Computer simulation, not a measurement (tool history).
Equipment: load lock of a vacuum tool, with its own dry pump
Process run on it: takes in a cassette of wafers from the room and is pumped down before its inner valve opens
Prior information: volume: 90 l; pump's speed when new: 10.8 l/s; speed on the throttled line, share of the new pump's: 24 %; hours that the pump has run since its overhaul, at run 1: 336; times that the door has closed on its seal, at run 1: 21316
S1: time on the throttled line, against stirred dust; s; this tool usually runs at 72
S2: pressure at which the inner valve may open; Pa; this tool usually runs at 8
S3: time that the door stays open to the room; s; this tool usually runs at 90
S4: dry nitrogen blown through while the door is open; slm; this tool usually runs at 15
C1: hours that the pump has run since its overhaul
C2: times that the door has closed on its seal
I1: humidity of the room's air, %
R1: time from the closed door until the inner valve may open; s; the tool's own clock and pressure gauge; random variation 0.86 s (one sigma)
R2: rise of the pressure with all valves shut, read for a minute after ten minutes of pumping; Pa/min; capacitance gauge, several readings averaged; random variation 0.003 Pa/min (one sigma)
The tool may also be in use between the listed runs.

{"run": 1, "day": 0.0, "S1": 72, "S2": 8, "S3": 90, "S4": 15, "C1": 336, "C2": 21316, "I1": 46.7, "R1": 135.9, "R2": 0.568}
{"run": 2, "day": 3.258, "S1": 72, "S2": 8, "S3": 90, "S4": 15, "C1": 415, "C2": 21630, "I1": 44.3, "R1": 133.4, "R2": 0.587}
{"run": 3, "day": 7.042, "S1": 72, "S2": 8, "S3": 90, "S4": 15, "C1": 505, "C2": 21995, "I1": 40.9, "R1": 135.2, "R2": 0.586}
{"run": 4, "day": 9.717, "S1": 72, "S2": 8, "S3": 90, "S4": 15, "C1": 570, "C2": 22253, "I1": 44, "R1": 135.5, "R2": 0.6}
{"run": 5, "day": 13.583, "S1": 72, "S2": 8, "S3": 90, "S4": 15, "C1": 662, "C2": 22626, "I1": 47.9, "R1": 133.4, "R2": 0.614}
{"run": 6, "day": 16.058, "S1": 71, "S2": 8, "S3": 90, "S4": 15, "C1": 722, "C2": 22864, "I1": 48.4, "R1": 134.3, "R2": 0.635}
{"run": 7, "day": 19.488, "S1": 72, "S2": 8, "S3": 33, "S4": 15, "C1": 804, "C2": 23195, "I1": 45.8, "R1": 134.9, "R2": 0.636}
{"run": 8, "day": 21.267, "S1": 72, "S2": 8, "S3": 33, "S4": 15, "C1": 847, "C2": 23366, "I1": 45.2, "R1": 135.7, "R2": 0.634}
{"run": 9, "day": 24.725, "S1": 72, "S2": 8, "S3": 33, "S4": 15, "C1": 930, "C2": 23699, "I1": 43.6, "R1": 134.5, "R2": 0.666}
{"run": 10, "day": 26.921, "S1": 72, "S2": 8, "S3": 33, "S4": 15, "C1": 983, "C2": 23911, "I1": 49.6, "R1": 135.1, "R2": 0.655}
{"run": 11, "day": 30.612, "S1": 72, "S2": 8, "S3": 33, "S4": 15, "C1": 1071, "C2": 24267, "I1": 45.1, "R1": 134.9, "R2": 0.689}
{"run": 12, "day": 33.267, "S1": 72, "S2": 8, "S3": 33, "S4": 15, "C1": 1135, "C2": 24523, "I1": 44.9, "R1": 134.5, "R2": 0.693}
{"run": 13, "day": 35.688, "S1": 72, "S2": 8, "S3": 90, "S4": 7, "C1": 1193, "C2": 24756, "I1": 47.1, "R1": 134.8, "R2": 0.735}
{"day": 37.412, "done": "door's seal changed, seat wiped"}
{"run": 14, "day": 37.412, "S1": 72, "S2": 8, "S3": 90, "S4": 15, "C1": 1233, "C2": 0, "I1": 44.1, "R1": 135, "R2": 0.035}
{"run": 15, "day": 39.542, "S1": 72, "S2": 8, "S3": 90, "S4": 15, "C1": 1284, "C2": 205, "I1": 45.7, "R1": 133.8, "R2": 0.028}
{"run": 16, "day": 41.558, "S1": 72, "S2": 8, "S3": 90, "S4": 15, "C1": 1332, "C2": 400, "I1": 42.4, "R1": 134.7, "R2": 0.031}
{"run": 17, "day": 43.642, "S1": 72, "S2": 8, "S3": 90, "S4": 15, "C1": 1382, "C2": 601, "I1": 46.5, "R1": 134.6, "R2": 0.038}
{"run": 18, "day": 45.5, "S1": 72, "S2": 13, "S3": 90, "S4": 15, "C1": 1427, "C2": 780, "I1": 46.5, "R1": 129.7, "R2": 0.035}
{"run": 19, "day": 48.433, "S1": 91, "S2": 13, "S3": 90, "S4": 7, "C1": 1497, "C2": 1063, "I1": 46.7, "R1": 144.9, "R2": 0.05}
{"run": 20, "day": 52.354, "S1": 108, "S2": 8, "S3": 78, "S4": 9, "C1": 1591, "C2": 1441, "I1": 45.3, "R1": 163.9, "R2": 0.048}
{"run": 21, "day": 55.554, "S1": 108, "S2": 8, "S3": 78, "S4": 9, "C1": 1668, "C2": 1749, "I1": 46.5, "R1": 162.9, "R2": 0.052}
{"run": 22, "day": 59.242, "S1": 108, "S2": 8, "S3": 30, "S4": 5, "C1": 1757, "C2": 2105, "I1": 43.8, "R1": 163.3, "R2": 0.046}
{"run": 23, "day": 61.425, "S1": 89, "S2": 8, "S3": 90, "S4": 15, "C1": 1809, "C2": 2315, "I1": 44.7, "R1": 149.4, "R2": 0.045}
{"run": 24, "day": 63.225, "S1": 89, "S2": 8, "S3": 90, "S4": 15, "C1": 1852, "C2": 2488, "I1": 45.1, "R1": 148.9, "R2": 0.054}
{"run": 25, "day": 65.721, "S1": 45, "S2": 6, "S3": 41, "S4": 15, "C1": 1912, "C2": 2729, "I1": 46.5, "R1": 117.7, "R2": 0.054}
{"run": 26, "day": 69.029, "S1": 45, "S2": 6, "S3": 41, "S4": 15, "C1": 1992, "C2": 3048, "I1": 45.2, "R1": 117.7, "R2": 0.053}
{"run": 27, "day": 72.512, "S1": 139, "S2": 7, "S3": 102, "S4": 14, "C1": 2075, "C2": 3384, "I1": 44.7, "R1": 188.5, "R2": 0.065}
{"run": 28, "day": 74.475, "S1": 72, "S2": 8, "S3": 45, "S4": 15, "C1": 2122, "C2": 3573, "I1": 43.2, "R1": 136.7, "R2": 0.063}
{"run": 29, "day": 76.25, "S1": 72, "S2": 8, "S3": 30, "S4": 6, "C1": 2165, "C2": 3744, "I1": 43.5, "R1": 135.3, "R2": 0.065}
{"run": 30, "day": 79.946, "S1": 72, "S2": 8, "S3": 30, "S4": 6, "C1": 2254, "C2": 4100, "I1": 44.8, "R1": 136.9, "R2": 0.068}
{"run": 31, "day": 83.258, "S1": 72, "S2": 14, "S3": 48, "S4": 13, "C1": 2333, "C2": 4420, "I1": 44.5, "R1": 130.7, "R2": 0.078}
{"run": 32, "day": 86.783, "S1": 72, "S2": 15, "S3": 31, "S4": 7, "C1": 2418, "C2": 4759, "I1": 46.1, "R1": 130.8, "R2": 0.085}
{"run": 33, "day": 89.871, "S1": 101, "S2": 13, "S3": 67, "S4": 20, "C1": 2492, "C2": 5057, "I1": 42, "R1": 154.3, "R2": 0.082}
{"run": 34, "day": 93.746, "S1": 138, "S2": 15, "S3": 41, "S4": 26, "C1": 2585, "C2": 5431, "I1": 43, "R1": 180.8, "R2": 0.084}

For each entry between runs, how does the tool's hidden state at the last listed run before it compare with that at the first listed run after it?
Runs 13 to 14: door's seal changed, seat wiped (day 37.412)
  pump's speed, % of a new pump's: 98.8 -> 98.7; leak at the door's seal, Pa l/s: 1.027 -> 0.0026
  difference, measured minus the result without the unlogged condition, R1: +0.9 -> +0.9 s; R2: +0.691 -> +0 Pa/min
